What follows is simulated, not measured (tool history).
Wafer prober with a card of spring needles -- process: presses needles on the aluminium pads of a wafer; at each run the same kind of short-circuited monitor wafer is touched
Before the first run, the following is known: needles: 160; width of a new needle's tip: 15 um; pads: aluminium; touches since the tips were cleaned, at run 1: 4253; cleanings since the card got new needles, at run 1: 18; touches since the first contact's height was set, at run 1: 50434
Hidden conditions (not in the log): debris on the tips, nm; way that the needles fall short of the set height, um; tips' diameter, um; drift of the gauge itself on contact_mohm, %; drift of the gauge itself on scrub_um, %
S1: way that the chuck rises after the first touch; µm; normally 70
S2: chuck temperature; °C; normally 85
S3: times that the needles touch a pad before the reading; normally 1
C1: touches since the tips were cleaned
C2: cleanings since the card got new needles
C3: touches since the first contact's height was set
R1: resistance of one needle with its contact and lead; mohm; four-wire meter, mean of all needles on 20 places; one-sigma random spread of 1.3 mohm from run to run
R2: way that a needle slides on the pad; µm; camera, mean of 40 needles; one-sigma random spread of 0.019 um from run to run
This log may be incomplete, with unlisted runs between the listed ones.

| run | hour | S1 | S2 | S3 | C1 | C2 | C3 | R1 | R2 |
|---|---|---|---|---|---|---|---|---|---|
| 1 | 0 | 70 | 85 | 1 | 4253 | 18 | 50434 | 117 | 17.6 |
|  | 6.1 | tips cleaned on abrasive film |
| 2 | 12.7 | 70 | 85 | 1 | 4192 | 19 | 58508 | 120 | 17.57 |
|  | 18.1 | tips cleaned on abrasive film |
| 3 | 24.4 | 70 | 85 | 1 | 4063 | 20 | 65978 | 116 | 17.53 |
|  | 31 | tips cleaned on abrasive film |
| 4 | 34.4 | 70 | 85 | 1 | 2175 | 21 | 72322 | 112 | 17.46 |
|  | 44.2 | tips cleaned on abrasive film |
| 5 | 46.3 | 70 | 85 | 1 | 1306 | 22 | 79890 | 111 | 17.46 |
|  | 56.7 | tips cleaned on abrasive film |
| 6 | 56.7 | 70 | 85 | 1 | 0 | 23 | 86513 | 110 | 17.47 |
|  | 69.3 | tips cleaned on abrasive film |
| 7 | 71.7 | 58 | 41 | 2 | 1555 | 24 | 96121 | 109 | 14.38 |
|  | 78.6 | height of the first contact set anew |
|  | 81.9 | tips cleaned on abrasive film |
| 8 | 82.4 | 70 | 119 | 1 | 300 | 25 | 2352 | 112 | 17.68 |
| 9 | 92.4 | 84 | 32 | 1 | 6737 | 25 | 8789 | 109 | 21.22 |
|  | 94.5 | tips cleaned on abrasive film |
| 10 | 105.1 | 84 | 32 | 1 | 6822 | 26 | 16898 | 108 | 21.16 |
|  | 106.5 | tips cleaned on abrasive film |
| 11 | 113.9 | 70 | 114 | 1 | 4779 | 27 | 22480 | 122 | 17.65 |
|  | 119.2 | tips cleaned on abrasive film |
| 12 | 124 | 70 | 114 | 2 | 3095 | 28 | 28871 | 115 | 17.64 |

Hidden state or all else? Some run-to-run changes of R1, split into what the settings, what came in and random variation would give without the hidden state, and what is left for the hidden state (with any gauge scatter that isn't in both results):
Run 8 -> 9: S1 70 -> 84, S2 119 -> 32. R1 -3 mohm: hidden state +7, all else -10.
Run 10 -> 11: S1 84 -> 70, S2 32 -> 114, tips cleaned on abrasive film. R1 +14 mohm: hidden state +0, all else +14.
